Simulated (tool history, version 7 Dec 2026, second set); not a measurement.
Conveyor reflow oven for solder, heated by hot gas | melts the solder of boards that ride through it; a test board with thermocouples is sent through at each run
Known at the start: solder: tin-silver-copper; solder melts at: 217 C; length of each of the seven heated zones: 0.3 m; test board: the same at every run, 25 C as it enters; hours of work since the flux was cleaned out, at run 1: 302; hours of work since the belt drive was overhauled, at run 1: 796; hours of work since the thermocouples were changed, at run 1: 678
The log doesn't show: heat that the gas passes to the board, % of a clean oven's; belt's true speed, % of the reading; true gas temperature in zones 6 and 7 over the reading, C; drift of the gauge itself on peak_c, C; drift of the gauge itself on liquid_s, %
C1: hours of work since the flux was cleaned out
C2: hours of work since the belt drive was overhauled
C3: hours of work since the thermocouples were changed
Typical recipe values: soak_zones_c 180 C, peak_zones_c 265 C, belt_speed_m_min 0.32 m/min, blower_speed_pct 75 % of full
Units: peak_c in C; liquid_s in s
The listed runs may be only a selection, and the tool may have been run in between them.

{"run": 1, "hour": 0.0, "soak_zones_c": 180, "peak_zones_c": 265, "belt_speed_m_min": 0.32, "blower_speed_pct": 75, "C1": 302, "C2": 796, "C3": 678, "peak_c": 255.5, "liquid_s": 93.7}
{"run": 2, "hour": 39.9, "soak_zones_c": 185, "peak_zones_c": 265, "belt_speed_m_min": 0.32, "blower_speed_pct": 75, "C1": 321, "C2": 815, "C3": 697, "peak_c": 256.3, "liquid_s": 97.4}
{"run": 3, "hour": 62.2, "soak_zones_c": 180, "peak_zones_c": 265, "belt_speed_m_min": 0.32, "blower_speed_pct": 87, "C1": 331, "C2": 825, "C3": 708, "peak_c": 258, "liquid_s": 96.8}
{"run": 4, "hour": 104.8, "soak_zones_c": 180, "peak_zones_c": 265, "belt_speed_m_min": 0.32, "blower_speed_pct": 87, "C1": 352, "C2": 845, "C3": 728, "peak_c": 257.9, "liquid_s": 96.5}
{"hour": 115.3, "done": "flux residue cleaned out of gas plates and filters"}
{"run": 5, "hour": 145.7, "soak_zones_c": 180, "peak_zones_c": 265, "belt_speed_m_min": 0.32, "blower_speed_pct": 87, "C1": 14, "C2": 863, "C3": 745, "peak_c": 259, "liquid_s": 98.5}
{"run": 6, "hour": 190.5, "soak_zones_c": 180, "peak_zones_c": 265, "belt_speed_m_min": 0.32, "blower_speed_pct": 87, "C1": 36, "C2": 884, "C3": 766, "peak_c": 259.3, "liquid_s": 98.1}
{"run": 7, "hour": 217.1, "soak_zones_c": 180, "peak_zones_c": 265, "belt_speed_m_min": 0.32, "blower_speed_pct": 87, "C1": 48, "C2": 897, "C3": 779, "peak_c": 259.4, "liquid_s": 98.1}
{"run": 8, "hour": 249.1, "soak_zones_c": 180, "peak_zones_c": 265, "belt_speed_m_min": 0.303, "blower_speed_pct": 75, "C1": 64, "C2": 912, "C3": 794, "peak_c": 258.1, "liquid_s": 102.6}
{"run": 9, "hour": 287.6, "soak_zones_c": 180, "peak_zones_c": 265, "belt_speed_m_min": 0.303, "blower_speed_pct": 75, "C1": 82, "C2": 930, "C3": 813, "peak_c": 258.1, "liquid_s": 102.5}
{"run": 10, "hour": 312.4, "soak_zones_c": 180, "peak_zones_c": 265, "belt_speed_m_min": 0.32, "blower_speed_pct": 75, "C1": 94, "C2": 942, "C3": 825, "peak_c": 256.7, "liquid_s": 95}
{"hour": 318.8, "done": "belt drive overhauled, speed set with a stopwatch"}
{"run": 11, "hour": 345.0, "soak_zones_c": 180, "peak_zones_c": 265, "belt_speed_m_min": 0.318, "blower_speed_pct": 75, "C1": 108, "C2": 13, "C3": 838, "peak_c": 256.2, "liquid_s": 92.9}
{"run": 12, "hour": 386.2, "soak_zones_c": 182, "peak_zones_c": 265, "belt_speed_m_min": 0.318, "blower_speed_pct": 75, "C1": 127, "C2": 32, "C3": 858, "peak_c": 256.6, "liquid_s": 94.6}
{"run": 13, "hour": 405.1, "soak_zones_c": 188, "peak_zones_c": 256, "belt_speed_m_min": 0.347, "blower_speed_pct": 50, "C1": 136, "C2": 41, "C3": 867, "peak_c": 239.5, "liquid_s": 66}
{"run": 14, "hour": 446.8, "soak_zones_c": 192, "peak_zones_c": 265, "belt_speed_m_min": 0.263, "blower_speed_pct": 55, "C1": 156, "C2": 61, "C3": 887, "peak_c": 257.3, "liquid_s": 122.3}
{"run": 15, "hour": 479.9, "soak_zones_c": 192, "peak_zones_c": 265, "belt_speed_m_min": 0.263, "blower_speed_pct": 55, "C1": 172, "C2": 77, "C3": 903, "peak_c": 257.6, "liquid_s": 122.7}
{"run": 16, "hour": 499.0, "soak_zones_c": 166, "peak_zones_c": 265, "belt_speed_m_min": 0.293, "blower_speed_pct": 61, "C1": 181, "C2": 86, "C3": 912, "peak_c": 252.6, "liquid_s": 88.4}
{"run": 17, "hour": 538.8, "soak_zones_c": 166, "peak_zones_c": 269, "belt_speed_m_min": 0.299, "blower_speed_pct": 61, "C1": 200, "C2": 105, "C3": 931, "peak_c": 255.4, "liquid_s": 89.8}
{"run": 18, "hour": 570.9, "soak_zones_c": 180, "peak_zones_c": 265, "belt_speed_m_min": 0.379, "blower_speed_pct": 52, "C1": 215, "C2": 120, "C3": 946, "peak_c": 241.8, "liquid_s": 58.1}
{"run": 19, "hour": 602.7, "soak_zones_c": 180, "peak_zones_c": 265, "belt_speed_m_min": 0.379, "blower_speed_pct": 52, "C1": 230, "C2": 135, "C3": 961, "peak_c": 242.1, "liquid_s": 58.2}
{"run": 20, "hour": 633.9, "soak_zones_c": 180, "peak_zones_c": 258, "belt_speed_m_min": 0.263, "blower_speed_pct": 52, "C1": 245, "C2": 150, "C3": 976, "peak_c": 248.7, "liquid_s": 102.9}
{"run": 21, "hour": 674.7, "soak_zones_c": 180, "peak_zones_c": 258, "belt_speed_m_min": 0.263, "blower_speed_pct": 52, "C1": 265, "C2": 170, "C3": 995, "peak_c": 248.9, "liquid_s": 103.4}
{"run": 22, "hour": 693.9, "soak_zones_c": 174, "peak_zones_c": 265, "belt_speed_m_min": 0.307, "blower_speed_pct": 75, "C1": 274, "C2": 179, "C3": 1004, "peak_c": 256.5, "liquid_s": 94.1}
{"run": 23, "hour": 725.1, "soak_zones_c": 180, "peak_zones_c": 259, "belt_speed_m_min": 0.32, "blower_speed_pct": 76, "C1": 289, "C2": 194, "C3": 1019, "peak_c": 251.2, "liquid_s": 87.9}
{"run": 24, "hour": 743.8, "soak_zones_c": 180, "peak_zones_c": 259, "belt_speed_m_min": 0.32, "blower_speed_pct": 76, "C1": 298, "C2": 203, "C3": 1028, "peak_c": 251.1, "liquid_s": 88.2}

What if the next run were any one of these 3? Each begins from the tool's condition after run 24:
{"run": "A", "hour": 766.1, "soak_zones_c": 187, "peak_zones_c": 265, "belt_speed_m_min": 0.272, "blower_speed_pct": 84, "C1": 308, "C2": 213, "C3": 1039, "peak_c": "?", "liquid_s": "?"}
{"run": "B", "hour": 766.1, "soak_zones_c": 168, "peak_zones_c": 259, "belt_speed_m_min": 0.304, "blower_speed_pct": 76, "C1": 308, "C2": 213, "C3": 1039, "peak_c": "?", "liquid_s": "?"}
{"run": "C", "hour": 766.1, "soak_zones_c": 173, "peak_zones_c": 265, "belt_speed_m_min": 0.28, "blower_speed_pct": 57, "C1": 308, "C2": 213, "C3": 1039, "peak_c": "?", "liquid_s": "?"}

run=A peak_c=262.3 liquid_s=121.2
run=B peak_c=251 liquid_s=86.2
run=C peak_c=253.8 liquid_s=98.4
With the hidden condition removed and each run's random variation left untouched, the same runs would have given:
run=A peak_c=259.2 liquid_s=118.6
run=B peak_c=248.3 liquid_s=83.3
run=C peak_c=251 liquid_s=94.9

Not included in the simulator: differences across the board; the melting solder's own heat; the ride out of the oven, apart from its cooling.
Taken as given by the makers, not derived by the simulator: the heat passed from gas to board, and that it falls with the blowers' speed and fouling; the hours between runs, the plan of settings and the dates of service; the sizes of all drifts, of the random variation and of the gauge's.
